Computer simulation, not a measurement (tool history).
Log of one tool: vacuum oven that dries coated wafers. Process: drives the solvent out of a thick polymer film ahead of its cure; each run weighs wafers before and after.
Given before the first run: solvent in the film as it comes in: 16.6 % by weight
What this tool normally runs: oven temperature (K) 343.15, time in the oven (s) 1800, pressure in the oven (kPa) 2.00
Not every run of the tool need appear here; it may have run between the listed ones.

run   hour  oven temperature (K)  time in the oven (s)  pressure in the oven (kPa)  solvent left in the film (%)
  1    0.0                343.15                  1800                        2.00                          4.11
  2   15.7                343.15                  1800                        2.00                          4.13
  3   28.2                351.15                  1800                        2.00                          1.92
  4   36.3                343.15                  1800                        2.00                          4.13
  5   52.1                343.15                  1080                        2.00                          6.51
  6   67.5                343.15                  1080                        2.00                          6.51
  7   83.6                343.15                  1080                        2.00                          6.48
  8   98.4                343.15                  1080                        2.00                          6.50
  9  114.7                343.15                  1080                        2.00                          6.45
 10  130.1                343.15                  1080                        2.00                          6.49
 11  140.1                343.15                  2880                        2.00                          2.29
 12  155.9                343.15                  2880                        2.00                          2.27
 13  171.5                343.15                  1800                        6.64                          5.56
 14  188.9                343.15                  1800                        2.00                          4.06
 15  206.3                343.15                  1800                        2.00                          4.07
 16  216.8                340.15                  1800                        2.00                          5.06
     219.6  -- oven's thermocouples calibrated
 17  228.7                340.15                  1800                        2.00                          5.07
 18  237.2                350.15                  1800                        2.80                          2.31
 19  255.5                348.15                  1020                        1.56                          4.90
 20  270.4                348.15                  1020                        1.56                          4.91
 21  281.8                341.15                  1500                        2.80                          5.81
 22  295.2                352.15                  1500                        2.06                          2.22
 23  314.6                341.15                  2460                        2.06                          3.34
     318.1  -- oven's thermocouples calibrated, once more
 24  335.9                341.15                  2460                        2.06                          3.32
 25  345.2                341.15                  2460                        2.06                          3.34
 26  364.3                341.15                  2460                        2.06                          3.32
 27  381.0                337.15                  1800                        4.60                          6.95
 28  391.3                337.15                  1260                        1.91                          7.59
 29  401.2                337.15                  1260                        1.91                          7.61
 30  413.0                337.15                  1260                        1.91                          7.59
 31  423.1                353.15                  1740                        2.17                          1.54
 32  438.3                353.15                  1740                        2.17                          1.56
 33  453.5                341.15                  1800                        2.00                          4.66

Each row is a separate what-if for the run after 33, all from the same tool condition, not one after another. Results?
  A  467.1                356.15                  2880                        1.84                             ?
  B  467.1                357.15                  1920                        1.48                             ?
  C  467.1                338.15                  1800                        2.22                             ?
  D  467.1                340.15                  3060                        3.86                             ?
  E  467.1                341.15                  1800                        2.91                             ?

run  solvent left in the film (%)
  A                          0.52
  B                          0.64
  C                          5.69
  D                          3.51
  E                          4.92
What these runs would have given with no unlogged condition in the tool:
run  solvent left in the film (%)
  A                          0.51
  B                          0.65
  C                          5.77
  D                          3.57
  E                          5.00
